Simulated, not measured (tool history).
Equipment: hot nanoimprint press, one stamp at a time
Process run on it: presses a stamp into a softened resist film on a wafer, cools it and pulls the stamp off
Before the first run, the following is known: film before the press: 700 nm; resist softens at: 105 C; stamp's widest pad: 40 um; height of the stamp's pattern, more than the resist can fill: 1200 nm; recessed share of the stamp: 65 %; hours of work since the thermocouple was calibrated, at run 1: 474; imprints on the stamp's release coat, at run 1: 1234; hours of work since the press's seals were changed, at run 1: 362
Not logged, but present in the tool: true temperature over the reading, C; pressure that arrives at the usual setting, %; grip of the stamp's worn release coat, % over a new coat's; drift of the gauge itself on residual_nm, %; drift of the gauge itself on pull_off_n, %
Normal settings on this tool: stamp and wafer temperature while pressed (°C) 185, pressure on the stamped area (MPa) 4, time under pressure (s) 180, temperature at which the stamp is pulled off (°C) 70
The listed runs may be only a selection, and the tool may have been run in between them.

run,hour,stamp and wafer temperature while pressed (°C),pressure on the stamped area (MPa),time under pressure (s),temperature at which the stamp is pulled off (°C),hours of work since the thermocouple was calibrated,imprints on the stamp's release coat,hours of work since the press's seals were changed,resist left under the stamp's widest pad (nm),greatest force while the stamp is pulled off (N)
1,0,185,4,180,70,474,1234,362,301,176
2,15.5,185,4,180,70,482,1296,371,303.3,179
3,38.3,185,4,110,70,495,1388,383,362.8,185
4,59.7,185,4,110,70,507,1474,395,362.3,181
# hour 70.8: stamp cleaned and given a new release coat
5,82.3,185,4,110,70,516,46,405,364.3,151
6,98.7,185,6.16,180,70,525,112,414,251,150
7,111.5,185,6.16,180,69,533,163,421,249.7,161
8,121.9,185,4,180,70,538,205,427,307.9,158
9,145.1,185,4,180,70,551,299,440,305.3,160
10,168.1,185,4,180,70,564,391,453,307.5,162
# hour 183.1: plate thermocouple calibrated
11,192.9,185,4,180,70,6,479,465,310.1,168
12,206.5,185,4,180,70,13,534,473,304.1,161
# hour 232.6: plate thermocouple calibrated, once more
13,232.6,185,4,180,70,0,626,485,292,157
14,256.9,185,4,180,70,14,724,499,292.1,164
15,269,185,4,175,70,20,773,506,298.4,160
16,283.5,179,6.03,246,73,28,831,514,254.2,152
17,296.6,181,6.03,132,65,36,884,521,310.7,186
18,310.8,181,6.03,132,65,44,941,529,309.2,184
19,321.6,181,6.03,132,65,50,985,535,312,190
20,336.3,181,6.03,132,65,58,1044,543,308.1,188
21,356.2,181,2.6,132,55,69,1124,555,433,238
22,370.4,179,3.32,180,70,77,1181,562,366.1,171
23,392.3,179,3.32,356,70,89,1269,575,286,168
24,408.9,179,3.32,275,67,99,1336,584,316.8,182
25,430.3,179,3.32,275,67,111,1422,596,317.9,189
# hour 452.3: stamp cleaned and given a new release coat
26,456.1,176,3.32,275,78,122,16,607,346.3,114
27,469.4,176,3.32,275,78,129,69,615,348.3,120
28,480.6,196,2.98,180,70,135,114,621,258.1,153
29,502.5,185,4,180,73,148,202,633,300.1,139

5 options for the next run, each taken on its own from the tool as it stands now. Forecast them:
A,522,185,2.41,161,62,159,281,644,?,?
B,522,185,2.47,180,61,159,281,644,?,?
C,522,177,3.37,144,70,159,281,644,?,?
D,522,185,3.75,189,70,159,281,644,?,?
E,522,185,4,219,70,159,281,644,?,?

run,resist left under the stamp's widest pad (nm),greatest force while the stamp is pulled off (N)
A,380.5,185
B,363.5,192
C,424,151
D,296.7,147
E,275.2,156
Stripped of hidden state, with their random variation kept, the same runs would have yielded:
run,resist left under the stamp's widest pad (nm),greatest force while the stamp is pulled off (N)
A,373.5,177
B,356.6,183
C,415,144
D,288.7,140
E,267.2,149

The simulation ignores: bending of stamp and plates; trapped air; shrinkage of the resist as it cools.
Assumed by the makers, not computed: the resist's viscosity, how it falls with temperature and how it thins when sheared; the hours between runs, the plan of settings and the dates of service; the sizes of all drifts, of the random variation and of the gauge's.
